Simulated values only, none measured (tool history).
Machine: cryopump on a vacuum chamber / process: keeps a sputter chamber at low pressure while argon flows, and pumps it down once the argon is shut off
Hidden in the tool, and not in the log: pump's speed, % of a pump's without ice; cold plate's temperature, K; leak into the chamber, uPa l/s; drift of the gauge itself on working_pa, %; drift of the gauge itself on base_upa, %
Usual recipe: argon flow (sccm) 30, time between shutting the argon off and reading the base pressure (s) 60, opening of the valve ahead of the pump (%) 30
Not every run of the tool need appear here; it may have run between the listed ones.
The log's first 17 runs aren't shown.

| run | hour | argon flow (sccm) | time between shutting the argon off and reading the base pressure (s) | opening of the valve ahead of the pump (%) | hours of work since the pump was warmed up and emptied | hours of work since the cold head was overhauled | hours of work since the chamber's fittings were tightened | pressure while argon flows (Pa) | pressure after the wait (uPa) |
|---|---|---|---|---|---|---|---|---|---|
| 18 | 1463.9 | 56 | 60 | 59 | 208 | 1486 | 322 | 0.1221 | 1.51 |
| 19 | 1565.1 | 19 | 27 | 32 | 259 | 1537 | 373 | 0.0751 | 2.67 |
| 20 | 1640.3 | 22 | 77 | 30 | 297 | 1575 | 411 | 0.092 | 1.59 |
| 21 | 1686.4 | 22 | 27 | 38 | 320 | 1599 | 435 | 0.0754 | 2.89 |
| 22 | 1764.9 | 18 | 217 | 59 | 360 | 1638 | 474 | 0.0434 | 1.32 |
| 23 | 1856.5 | 18 | 217 | 59 | 406 | 1685 | 521 | 0.0449 | 1.46 |
|  | 1885.4 | pump warmed up, emptied and cooled again |
| 24 | 1965.6 | 30 | 60 | 23 | 41 | 1737 | 573 | 0.1522 | 1.79 |
| 25 | 2036.1 | 30 | 60 | 23 | 76 | 1773 | 609 | 0.1539 | 1.81 |
| 26 | 2150.1 | 58 | 84 | 30 | 134 | 1831 | 667 | 0.2307 | 1.71 |
| 27 | 2236.3 | 14 | 60 | 24 | 177 | 1874 | 710 | 0.0697 | 2.14 |
| 28 | 2332.8 | 30 | 60 | 16 | 226 | 1923 | 759 | 0.2238 | 2.21 |
| 29 | 2446.4 | 30 | 60 | 16 | 284 | 1980 | 816 | 0.2286 | 2.41 |
| 30 | 2501.5 | 30 | 60 | 16 | 312 | 2008 | 844 | 0.2261 | 2.58 |
| 31 | 2565.9 | 30 | 60 | 16 | 344 | 2041 | 877 | 0.2296 | 2.64 |
| 32 | 2653.3 | 40 | 31 | 26 | 388 | 2085 | 921 | 0.1976 | 3.53 |
|  | 2714.6 | pump warmed up, emptied and cooled again |
| 33 | 2755.3 | 40 | 31 | 26 | 21 | 2134 | 970 | 0.1794 | 2.93 |
| 34 | 2852.3 | 34 | 32 | 33 | 70 | 2183 | 1019 | 0.1221 | 3.13 |
| 35 | 2927.6 | 34 | 32 | 33 | 108 | 2221 | 1057 | 0.1231 | 3.2 |

Branching from run 35: 3 alternative next runs. What would each branch give?
| A | 2995.8 | 13 | 21 | 20 | 142 | 2256 | 1092 | ? | ? |
| B | 2995.8 | 13 | 60 | 37 | 142 | 2256 | 1092 | ? | ? |
| C | 2995.8 | 17 | 32 | 33 | 142 | 2256 | 1092 | ? | ? |

| run | pressure while argon flows (Pa) | pressure after the wait (uPa) |
|---|---|---|
| A | 0.0764 | 4.2 |
| B | 0.0437 | 2.6 |
| C | 0.0616 | 3.31 |
With no hidden state in the tool, these same runs would have given:
| run | pressure while argon flows (Pa) | pressure after the wait (uPa) |
|---|---|---|
| A | 0.0739 | 2.61 |
| B | 0.0411 | 1.05 |
| C | 0.0583 | 1.73 |
